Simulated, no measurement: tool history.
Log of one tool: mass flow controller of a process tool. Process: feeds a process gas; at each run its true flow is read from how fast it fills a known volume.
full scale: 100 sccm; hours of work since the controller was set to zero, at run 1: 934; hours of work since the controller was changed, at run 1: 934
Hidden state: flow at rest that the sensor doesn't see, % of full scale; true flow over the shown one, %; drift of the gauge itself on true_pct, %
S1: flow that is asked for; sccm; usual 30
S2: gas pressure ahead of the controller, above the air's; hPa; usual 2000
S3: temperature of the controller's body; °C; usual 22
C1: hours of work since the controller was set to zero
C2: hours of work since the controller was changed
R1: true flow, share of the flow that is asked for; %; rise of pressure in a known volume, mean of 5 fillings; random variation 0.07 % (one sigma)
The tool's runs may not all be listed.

Run 1, hour 0.0: usual settings; C1 934; C2 934. Result: R1 98.90 %.
Run 2, hour 96.2: usual settings but S2 2640 hPa; C1 1005; C2 1005. Result: R1 98.94 %.
Run 3, hour 160.9: usual settings but S2 2640 hPa; C1 1052; C2 1052. Result: R1 98.85 %.
Run 4, hour 259.9: usual settings but S2 2640 hPa; C1 1126; C2 1126. Result: R1 99.03 %.
Run 5, hour 356.2: usual settings but S2 2640 hPa; C1 1197; C2 1197. Result: R1 98.95 %.
Run 6, hour 421.2: usual settings but S2 2640 hPa; C1 1245; C2 1245. Result: R1 99.03 %.
Run 7, hour 487.5: usual settings but S2 2640 hPa; C1 1294; C2 1294. Result: R1 99.09 %.
Run 8, hour 536.5: usual settings but S2 2580 hPa; C1 1330; C2 1330. Result: R1 98.91 %.
Run 9, hour 629.5: usual settings but S2 2580 hPa, S3 40 °C; C1 1399; C2 1399. Result: R1 97.58 %.
Run 10, hour 739.7: usual settings but S2 2580 hPa, S3 40 °C; C1 1480; C2 1480. Result: R1 97.39 %.
Run 11, hour 815.4: usual settings but S2 2350 hPa, S3 40 °C; C1 1536; C2 1536. Result: R1 97.39 %.
At hour 823.4: controller's zero set anew.
Run 12, hour 865.1: usual settings but S2 2350 hPa, S3 40 °C; C1 31; C2 1572. Result: R1 97.66 %.
Run 13, hour 911.2: usual settings but S2 2350 hPa, S3 40 °C; C1 65; C2 1606. Result: R1 97.59 %.
Run 14, hour 989.0: usual settings but S2 1940 hPa, S3 28 °C; C1 122; C2 1664. Result: R1 98.67 %.
Run 15, hour 1042.3: usual settings but S2 1940 hPa, S3 28 °C; C1 162; C2 1703. Result: R1 98.88 %.
Run 16, hour 1129.8: usual settings but S1 75 sccm, S3 40 °C; C1 226; C2 1768. Result: R1 98.50 %.
At hour 1155.5: controller's zero set anew, once more.
Run 17, hour 1208.4: usual settings but S1 32 sccm, S2 2640 hPa, S3 24 °C; C1 39; C2 1825. Result: R1 98.84 %.
Run 18, hour 1316.5: usual settings but S1 53 sccm, S2 2210 hPa, S3 23 °C; C1 119; C2 1905. Result: R1 99.27 %.
Run 19, hour 1403.3: usual settings but S1 25 sccm; C1 183; C2 1969. Result: R1 98.90 %.

3 ways to go on from here, each from the tool as it stands after run 19. What would each give?
Run A, hour 1478.2: usual settings but S1 86 sccm; C1 238; C2 2025. Result: R1 ?.
Run B, hour 1478.2: usual settings but S1 80 sccm, S2 2030 hPa, S3 27 °C; C1 238; C2 2025. Result: R1 ?.
Run C, hour 1478.2: usual settings but S2 1980 hPa; C1 238; C2 2025. Result: R1 ?.

run      R1
  A  100.25
  B   99.76
  C   98.98
Without the tool's hidden state the same runs would have given:
run     R1
  A  99.91
  B  99.42
  C  98.48

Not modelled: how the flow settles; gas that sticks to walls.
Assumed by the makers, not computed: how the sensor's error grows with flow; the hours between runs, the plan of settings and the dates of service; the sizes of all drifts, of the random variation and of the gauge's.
